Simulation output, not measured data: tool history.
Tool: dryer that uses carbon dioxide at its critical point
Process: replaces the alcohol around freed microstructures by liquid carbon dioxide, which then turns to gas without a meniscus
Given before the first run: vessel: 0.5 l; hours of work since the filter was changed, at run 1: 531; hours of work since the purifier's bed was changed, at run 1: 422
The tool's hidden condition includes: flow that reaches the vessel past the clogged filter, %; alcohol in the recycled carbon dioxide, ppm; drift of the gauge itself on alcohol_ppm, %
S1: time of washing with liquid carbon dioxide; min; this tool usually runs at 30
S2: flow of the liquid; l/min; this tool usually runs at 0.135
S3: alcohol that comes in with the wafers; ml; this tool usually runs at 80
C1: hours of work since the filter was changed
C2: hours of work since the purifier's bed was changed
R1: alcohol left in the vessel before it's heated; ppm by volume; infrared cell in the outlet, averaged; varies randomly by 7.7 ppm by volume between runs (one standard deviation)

run,hour,S1,S2,S3,C1,C2,R1
1,0.0,30,0.135,80,531,422,886
2,57.8,30,0.135,80,548,440,879
# hour 67.4: inlet filter changed
3,98.1,30,0.135,25,9,451,174
4,135.2,21,0.135,80,21,463,2442
5,187.9,30,0.135,27,37,479,185
6,232.7,30,0.135,27,50,492,209
7,277.7,30,0.135,27,64,506,195
8,333.4,30,0.135,80,81,523,497
9,372.8,18,0.135,80,92,535,4645
10,403.4,18,0.135,80,102,544,4762
11,438.7,25,0.153,54,112,555,466
12,497.0,20,0.097,34,130,572,4242
13,526.6,47,0.179,98,139,581,62
14,590.0,25,0.207,50,158,600,122
15,655.4,25,0.207,50,178,620,127
16,720.2,31,0.097,50,198,640,1493
17,781.5,28,0.082,29,216,658,2352
18,824.5,28,0.082,29,229,671,2457
19,882.4,28,0.082,29,247,689,2502

A few steps of R1 between consecutive runs. Split each: what settings, incoming material and random variation would produce without the hidden state, and what is left over for the hidden state, along with gauge scatter present in only one of the two compared results (measured, and without hidden state):
Run 2 -> 3: S3 80 -> 25, inlet filter changed. R1 -705 ppm by volume: hidden state -450, all else -255.
Run 10 -> 11: S1 18 -> 25, S2 0.135 -> 0.153, S3 80 -> 54. R1 -4296 ppm by volume: hidden state -351, all else -3945.

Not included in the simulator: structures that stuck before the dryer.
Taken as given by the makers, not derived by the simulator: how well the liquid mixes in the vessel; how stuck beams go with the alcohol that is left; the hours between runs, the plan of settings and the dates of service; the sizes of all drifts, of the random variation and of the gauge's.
